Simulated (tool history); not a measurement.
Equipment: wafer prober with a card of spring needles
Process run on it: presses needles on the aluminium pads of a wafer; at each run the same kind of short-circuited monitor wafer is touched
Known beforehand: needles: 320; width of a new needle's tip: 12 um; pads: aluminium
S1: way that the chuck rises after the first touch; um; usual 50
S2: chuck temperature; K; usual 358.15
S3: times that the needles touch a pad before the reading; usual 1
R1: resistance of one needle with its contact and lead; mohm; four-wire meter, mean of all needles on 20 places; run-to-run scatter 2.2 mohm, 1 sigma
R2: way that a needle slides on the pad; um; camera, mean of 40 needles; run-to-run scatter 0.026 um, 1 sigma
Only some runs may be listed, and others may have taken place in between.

run,hour,S1,S2,S3,R1,R2
1,0.0,50,358.15,1,242,8.62
# hour 8.3: tips cleaned on abrasive film
# hour 16.7: tips cleaned on abrasive film
# hour 27.1: tips cleaned on abrasive film
# hour 35.4: tips cleaned on abrasive film
# hour 45.8: tips cleaned on abrasive film
# hour 50.2: height of the first contact set anew
# hour 54.4: tips cleaned on abrasive film
# hour 63.0: tips cleaned on abrasive film
2,63.0,50,358.15,1,239,8.64
# hour 73.4: tips cleaned on abrasive film
# hour 83.8: tips cleaned on abrasive film
# hour 92.2: tips cleaned on abrasive film
# hour 102.5: tips cleaned on abrasive film
# hour 110.9: tips cleaned on abrasive film
# hour 121.3: tips cleaned on abrasive film
# hour 131.7: tips cleaned on abrasive film
3,134.6,50,299.15,1,227,8.66
# hour 140.9: tips cleaned on abrasive film
# hour 151.3: tips cleaned on abrasive film
# hour 161.6: tips cleaned on abrasive film
# hour 172.0: tips cleaned on abrasive film
# hour 182.4: tips cleaned on abrasive film
# hour 190.8: tips cleaned on abrasive film
# hour 201.1: tips cleaned on abrasive film
4,203.7,50,299.15,1,230,8.63
# hour 210.0: tips cleaned on abrasive film
# hour 220.4: tips cleaned on abrasive film
# hour 228.7: tips cleaned on abrasive film
# hour 237.0: tips cleaned on abrasive film
# hour 247.4: tips cleaned on abrasive film
# hour 257.8: tips cleaned on abrasive film
5,261.5,50,299.15,1,228,8.60
# hour 267.8: tips cleaned on abrasive film
# hour 278.2: tips cleaned on abrasive film
# hour 288.6: tips cleaned on abrasive film
# hour 296.9: tips cleaned on abrasive film
# hour 307.3: tips cleaned on abrasive film
6,312.9,50,358.15,2,240,8.61
# hour 317.1: tips cleaned on abrasive film
# hour 325.5: tips cleaned on abrasive film
# hour 325.8: height of the first contact set anew
# hour 336.1: tips cleaned on abrasive film
# hour 344.5: tips cleaned on abrasive film
# hour 354.9: tips cleaned on abrasive film
7,359.6,50,358.15,2,242,8.63
# hour 363.8: tips cleaned on abrasive film
# hour 374.2: tips cleaned on abrasive film
# hour 382.6: tips cleaned on abrasive film
# hour 393.0: tips cleaned on abrasive film
8,396.5,50,358.15,1,242,8.63
# hour 402.7: tips cleaned on abrasive film
# hour 413.1: tips cleaned on abrasive film
# hour 423.5: tips cleaned on abrasive film
# hour 433.9: tips cleaned on abrasive film
# hour 444.3: tips cleaned on abrasive film
# hour 454.7: tips cleaned on abrasive film
9,461.3,50,358.15,1,240,8.61
# hour 463.4: tips cleaned on abrasive film
# hour 471.7: tips cleaned on abrasive film
# hour 482.1: tips cleaned on abrasive film
# hour 492.5: tips cleaned on abrasive film
# hour 502.9: tips cleaned on abrasive film
# hour 511.2: tips cleaned on abrasive film
10,514.6,56,358.15,1,237,9.67
# hour 520.9: tips cleaned on abrasive film
# hour 529.2: tips cleaned on abrasive film
# hour 539.6: tips cleaned on abrasive film
# hour 550.0: tips cleaned on abrasive film
# hour 560.4: tips cleaned on abrasive film
# hour 570.8: tips cleaned on abrasive film
11,574.5,56,358.15,2,245,9.67
# hour 580.8: tips cleaned on abrasive film
# hour 589.1: tips cleaned on abrasive film
# hour 599.5: tips cleaned on abrasive film
# hour 601.8: height of the first contact set anew
# hour 610.2: tips cleaned on abrasive film
# hour 620.6: tips cleaned on abrasive film
12,626.3,50,298.15,1,225,8.61
# hour 630.5: tips cleaned on abrasive film
# hour 640.9: tips cleaned on abrasive film
# hour 651.3: tips cleaned on abrasive film
13,658.4,42,319.15,2,233,7.23
# hour 660.6: tips cleaned on abrasive film
# hour 668.9: tips cleaned on abrasive film
# hour 679.3: tips cleaned on abrasive film
# hour 689.7: tips cleaned on abrasive film
# hour 700.1: tips cleaned on abrasive film
# hour 708.4: tips cleaned on abrasive film
14,710.4,50,384.15,2,247,8.62
# hour 718.7: tips cleaned on abrasive film
# hour 727.1: tips cleaned on abrasive film
# hour 737.5: tips cleaned on abrasive film
15,743.3,52,332.15,2,234,8.98
# hour 747.5: tips cleaned on abrasive film
# hour 757.9: tips cleaned on abrasive film
# hour 768.3: tips cleaned on abrasive film
# hour 778.7: tips cleaned on abrasive film
# hour 789.1: tips cleaned on abrasive film
16,791.7,70,299.15,2,225,12.07
# hour 797.9: tips cleaned on abrasive film
# hour 808.3: tips cleaned on abrasive film
# hour 818.7: tips cleaned on abrasive film
# hour 829.1: tips cleaned on abrasive film
# hour 837.4: tips cleaned on abrasive film
# hour 847.8: tips cleaned on abrasive film
17,850.4,70,299.15,2,225,12.09
# hour 856.7: tips cleaned on abrasive film
# hour 865.0: tips cleaned on abrasive film
# hour 875.4: tips cleaned on abrasive film
# hour 877.8: height of the first contact set anew
# hour 884.1: tips cleaned on abrasive film
# hour 894.5: tips cleaned on abrasive film
# hour 904.8: tips cleaned on abrasive film
18,909.4,55,299.15,3,224,9.54
# hour 913.6: tips cleaned on abrasive film
# hour 924.0: tips cleaned on abrasive film
# hour 932.3: tips cleaned on abrasive film
# hour 942.7: tips cleaned on abrasive film
# hour 953.1: tips cleaned on abrasive film
# hour 961.4: tips cleaned on abrasive film
19,963.7,55,299.15,3,225,9.51
# hour 970.0: tips cleaned on abrasive film
# hour 978.3: tips cleaned on abrasive film
# hour 988.7: tips cleaned on abrasive film
# hour 997.0: tips cleaned on abrasive film
# hour 1005.3: tips cleaned on abrasive film
# hour 1015.7: tips cleaned on abrasive film
# hour 1026.1: tips cleaned on abrasive film
# hour 1034.5: tips cleaned on abrasive film
20,1035.0,36,343.15,2,242,6.26
# hour 1043.4: tips cleaned on abrasive film
# hour 1053.7: tips cleaned on abrasive film
# hour 1064.1: tips cleaned on abrasive film
# hour 1074.5: tips cleaned on abrasive film
21,1080.9,56,309.15,1,225,9.68
# hour 1083.1: tips cleaned on abrasive film
# hour 1091.4: tips cleaned on abrasive film
# hour 1101.8: tips cleaned on abrasive film
# hour 1110.1: tips cleaned on abrasive film
# hour 1120.5: tips cleaned on abrasive film
# hour 1130.9: tips cleaned on abrasive film
22,1133.7,64,309.15,2,227,11.02
# hour 1139.9: tips cleaned on abrasive film
# hour 1150.3: tips cleaned on abrasive film
# hour 1154.8: height of the first contact set anew
# hour 1159.0: tips cleaned on abrasive film
# hour 1169.4: tips cleaned on abrasive film
# hour 1179.7: tips cleaned on abrasive film
# hour 1190.1: tips cleaned on abrasive film
23,1195.9,39,309.15,2,236,6.78

What if the next run were any one of these 5? Each begins from the tool's condition after run 23:
# hour 1200.1: tips cleaned on abrasive film
# hour 1208.4: tips cleaned on abrasive film
# hour 1218.8: tips cleaned on abrasive film
A,1226.2,32,369.15,2,?,?
# hour 1200.1: tips cleaned on abrasive film
# hour 1208.4: tips cleaned on abrasive film
# hour 1218.8: tips cleaned on abrasive film
B,1226.2,56,389.15,2,?,?
# hour 1200.1: tips cleaned on abrasive film
# hour 1208.4: tips cleaned on abrasive film
# hour 1218.8: tips cleaned on abrasive film
C,1226.2,50,358.15,2,?,?
# hour 1200.1: tips cleaned on abrasive film
# hour 1208.4: tips cleaned on abrasive film
# hour 1218.8: tips cleaned on abrasive film
D,1226.2,50,313.15,1,?,?
# hour 1200.1: tips cleaned on abrasive film
# hour 1208.4: tips cleaned on abrasive film
# hour 1218.8: tips cleaned on abrasive film
E,1226.2,55,309.15,1,?,?

run,R1,R2
A,256,5.45
B,245,9.66
C,242,8.61
D,232,8.60
E,227,9.46
Had the tool no hidden state, the same runs would have come out as:
run,R1,R2
A,255,5.45
B,245,9.66
C,242,8.61
D,232,8.60
E,227,9.46
